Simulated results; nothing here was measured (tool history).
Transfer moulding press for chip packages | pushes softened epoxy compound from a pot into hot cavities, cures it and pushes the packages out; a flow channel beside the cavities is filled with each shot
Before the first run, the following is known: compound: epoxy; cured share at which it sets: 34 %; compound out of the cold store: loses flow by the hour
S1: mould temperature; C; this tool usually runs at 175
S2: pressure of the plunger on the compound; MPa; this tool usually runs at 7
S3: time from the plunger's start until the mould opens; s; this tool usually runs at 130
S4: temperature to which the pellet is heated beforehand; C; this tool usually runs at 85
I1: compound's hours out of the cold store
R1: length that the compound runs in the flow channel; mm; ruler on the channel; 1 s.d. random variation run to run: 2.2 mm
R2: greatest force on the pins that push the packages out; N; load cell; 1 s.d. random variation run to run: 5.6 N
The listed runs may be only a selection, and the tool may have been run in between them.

{"run": 1, "hour": 0.0, "S1": 175, "S2": 7, "S3": 130, "S4": 85, "I1": 14.4, "R1": 705, "R2": 237}
{"run": 2, "hour": 8.2, "S1": 175, "S2": 7, "S3": 130, "S4": 85, "I1": 39.8, "R1": 646, "R2": 239}
{"run": 3, "hour": 19.0, "S1": 175, "S2": 7, "S3": 130, "S4": 85, "I1": 47.8, "R1": 627, "R2": 245}
{"run": 4, "hour": 30.4, "S1": 175, "S2": 7, "S3": 130, "S4": 85, "I1": 15.5, "R1": 701, "R2": 284}
{"run": 5, "hour": 40.8, "S1": 175, "S2": 7, "S3": 130, "S4": 85, "I1": 24.4, "R1": 677, "R2": 275}
{"run": 6, "hour": 52.2, "S1": 175, "S2": 7, "S3": 130, "S4": 77, "I1": 38.1, "R1": 644, "R2": 283}
{"run": 7, "hour": 60.9, "S1": 182, "S2": 7, "S3": 130, "S4": 85, "I1": 20.8, "R1": 660, "R2": 254}
{"run": 8, "hour": 71.8, "S1": 182, "S2": 7, "S3": 130, "S4": 85, "I1": 42.2, "R1": 611, "R2": 264}
{"run": 9, "hour": 79.6, "S1": 182, "S2": 7, "S3": 130, "S4": 85, "I1": 31.9, "R1": 636, "R2": 277}
{"run": 10, "hour": 90.7, "S1": 182, "S2": 7, "S3": 130, "S4": 85, "I1": 32.4, "R1": 630, "R2": 286}
{"run": 11, "hour": 95.5, "S1": 182, "S2": 7, "S3": 130, "S4": 85, "I1": 46.4, "R1": 601, "R2": 286}
{"hour": 97.9, "done": "cavities cleaned with cleaning compound and waxed"}
{"run": 12, "hour": 108.4, "S1": 182, "S2": 7, "S3": 130, "S4": 85, "I1": 42.9, "R1": 611, "R2": 366}
{"run": 13, "hour": 119.6, "S1": 182, "S2": 7, "S3": 130, "S4": 89, "I1": 17.7, "R1": 660, "R2": 353}
{"run": 14, "hour": 127.4, "S1": 182, "S2": 7, "S3": 130, "S4": 89, "I1": 11.7, "R1": 672, "R2": 359}
{"run": 15, "hour": 137.1, "S1": 182, "S2": 8.24, "S3": 147, "S4": 78, "I1": 29.4, "R1": 689, "R2": 347}
{"run": 16, "hour": 141.9, "S1": 182, "S2": 8.24, "S3": 147, "S4": 78, "I1": 26.7, "R1": 694, "R2": 344}
{"run": 17, "hour": 151.8, "S1": 182, "S2": 8.24, "S3": 147, "S4": 78, "I1": 12.3, "R1": 728, "R2": 352}
{"hour": 159.6, "done": "cavities cleaned with cleaning compound and waxed, once more"}
{"run": 18, "hour": 164.3, "S1": 178, "S2": 7, "S3": 130, "S4": 94, "I1": 21.1, "R1": 664, "R2": 190}
{"run": 19, "hour": 172.1, "S1": 175, "S2": 5.46, "S3": 141, "S4": 85, "I1": 41.3, "R1": 556, "R2": 200}
{"run": 20, "hour": 182.5, "S1": 169, "S2": 5.46, "S3": 127, "S4": 87, "I1": 39.5, "R1": 581, "R2": 344}
{"run": 21, "hour": 188.7, "S1": 175, "S2": 7.05, "S3": 140, "S4": 87, "I1": 18.1, "R1": 684, "R2": 229}
{"run": 22, "hour": 195.5, "S1": 170, "S2": 5.66, "S3": 130, "S4": 92, "I1": 13.4, "R1": 642, "R2": 349}
{"run": 23, "hour": 203.2, "S1": 169, "S2": 7, "S3": 130, "S4": 86, "I1": 29.9, "R1": 676, "R2": 359}
{"run": 24, "hour": 209.9, "S1": 169, "S2": 5.26, "S3": 167, "S4": 86, "I1": 10.5, "R1": 625, "R2": 264}
{"run": 25, "hour": 217.9, "S1": 175, "S2": 7, "S3": 138, "S4": 78, "I1": 15, "R1": 686, "R2": 277}
{"run": 26, "hour": 224.3, "S1": 175, "S2": 7, "S3": 138, "S4": 78, "I1": 11.7, "R1": 692, "R2": 278}
{"run": 27, "hour": 235.2, "S1": 174, "S2": 8.49, "S3": 130, "S4": 94, "I1": 8.6, "R1": 781, "R2": 331}

Hidden state or all else? Some run-to-run changes of R1, split into what the settings, what came in and random variation would give without the hidden state, and what is left for the hidden state (with any gauge scatter that isn't in both results):
The tool's hidden condition here consists of: true mould temperature over the reading, C; pressure that reaches the compound, % of what is set; grip of the stained cavities, % over clean ones'; drift of the gauge itself on flow_mm, %; drift of the gauge itself on push_out_n, %.
Run 18 -> 19: S1 178 -> 175, S2 7 -> 5.46, S3 130 -> 141, S4 94 -> 85. R1 -108 mm: hidden state +6, all else -114.
Run 20 -> 21: S1 169 -> 175, S2 5.46 -> 7.05, S3 127 -> 140. R1 +103 mm: hidden state -6, all else +109.

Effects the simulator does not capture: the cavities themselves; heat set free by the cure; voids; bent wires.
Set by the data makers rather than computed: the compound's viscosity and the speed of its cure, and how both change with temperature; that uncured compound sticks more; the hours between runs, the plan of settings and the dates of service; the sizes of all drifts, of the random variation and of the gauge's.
